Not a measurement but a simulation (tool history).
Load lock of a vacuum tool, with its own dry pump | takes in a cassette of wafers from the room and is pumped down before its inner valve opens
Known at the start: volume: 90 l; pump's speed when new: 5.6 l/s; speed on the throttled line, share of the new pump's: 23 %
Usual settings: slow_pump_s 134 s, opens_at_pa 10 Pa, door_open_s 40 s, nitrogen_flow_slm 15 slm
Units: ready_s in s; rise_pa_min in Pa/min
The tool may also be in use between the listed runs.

run      day  slow_pump_s  opens_at_pa  door_open_s  nitrogen_flow_slm  incoming humidity of the room's air, %  ready_s  rise_pa_min
  1        0          134           10           40                 15                                    45.8    254.2        0.016
  2   12.558          134           10           40                 15                                    42.7    251.2        0.012
  3   23.442          134           10           40                 15                                    49.1    251.8        0.017
  4   29.308          134           10           40                 15                                    43.7    253.1        0.015
  5   40.588          134           10           40                 15                                    46.2    249.2        0.019
  6   52.529          134           10           40                 15                                      42    253.2        0.014
  7   61.412          111           10           40                 15                                    43.7    236.5        0.014
  8   67.346          134           10           40                 15                                    43.5      252        0.014
  9   79.433          134           18           40                 15                                    45.3    245.1        0.009
 10   89.621          134           10          127                 15                                    46.6    251.2        0.029
 11  101.288          134           10          127                 15                                    45.3    249.2         0.03
 12  107.212          134           10          127                 15                                    43.4      253        0.025
 13  114.854          134           10          127                 15                                    48.1    252.1        0.028
 14  125.575          134           10           67                 15                                    43.8    251.9        0.019
 15  131.879          134           10           67                 15                                      44    252.4        0.022
     134.671  -- door's seal changed, seat wiped
 16  140.796          134           10           40                 15                                    42.7    254.4        0.017
 17  146.929          134           10           40                 34                                    44.9    251.7        0.008
 18  154.671          134           10           40                 15                                      46    253.9        0.015
 19    162.9          134           10           40                 15                                    44.6    252.5        0.016
 20  169.192           74           10           40                 13                                    46.4    205.4        0.011
 21  176.171          134           10          231                 15                                    41.3    252.6        0.034
 22  182.725          134           10          231                 15                                    41.5    249.8        0.029
 23  191.433          134            9          107                 15                                    46.3    254.8        0.024
 24  201.896          134            9          107                 15                                      49    253.6        0.033
 25  210.904          134           10           26                  6                                    42.9    253.1        0.021
 26      224          134           10           31                  6                                    49.8    252.8        0.016
 27    233.7          191           18           32                 42                                    47.5      290        0.002
 28  243.317          134            8           40                  7                                    43.2    257.4        0.015
 29  253.192          134            8           40                  9                                    42.1    258.7        0.016
 30    263.7          134            8           40                  9                                    46.5    256.8        0.018
 31  277.525          134           12           40                 15                                    45.3    247.4        0.014
 32  291.454          198           19          141                 43                                    44.1      290        0.016
 33  297.792          169           13           67                  7                                    48.8    274.9        0.029
 34  307.783          203           17          111                  8                                    44.1    292.7         0.03
 35  315.925          126            8           48                 21                                    45.5    252.9        0.018
 36   328.75          126            8           48                 21                                    46.6    248.5        0.018

4 ways to go on from here, each from the tool as it stands after run 36. What would each give?
     331.758  -- door's seal changed, seat wiped
  A  338.854           78           10          211                 21                                    43.7        ?            ?
     331.758  -- door's seal changed, seat wiped
  B  338.854          126            8           63                 16                                    50.4        ?            ?
     331.758  -- door's seal changed, seat wiped
  C  338.854          134           17           40                 15                                    46.1        ?            ?
     331.758  -- door's seal changed, seat wiped
  D  338.854          165           16           48                 21                                    43.6        ?            ?

run  ready_s  rise_pa_min
  A    209.3        0.024
  B    252.1        0.019
  C    244.6        0.018
  D    268.3        0.012
Without the tool's hidden state the same runs would have given:
run  ready_s  rise_pa_min
  A    209.1        0.024
  B    251.9        0.019
  C    244.5        0.018
  D    268.2        0.012

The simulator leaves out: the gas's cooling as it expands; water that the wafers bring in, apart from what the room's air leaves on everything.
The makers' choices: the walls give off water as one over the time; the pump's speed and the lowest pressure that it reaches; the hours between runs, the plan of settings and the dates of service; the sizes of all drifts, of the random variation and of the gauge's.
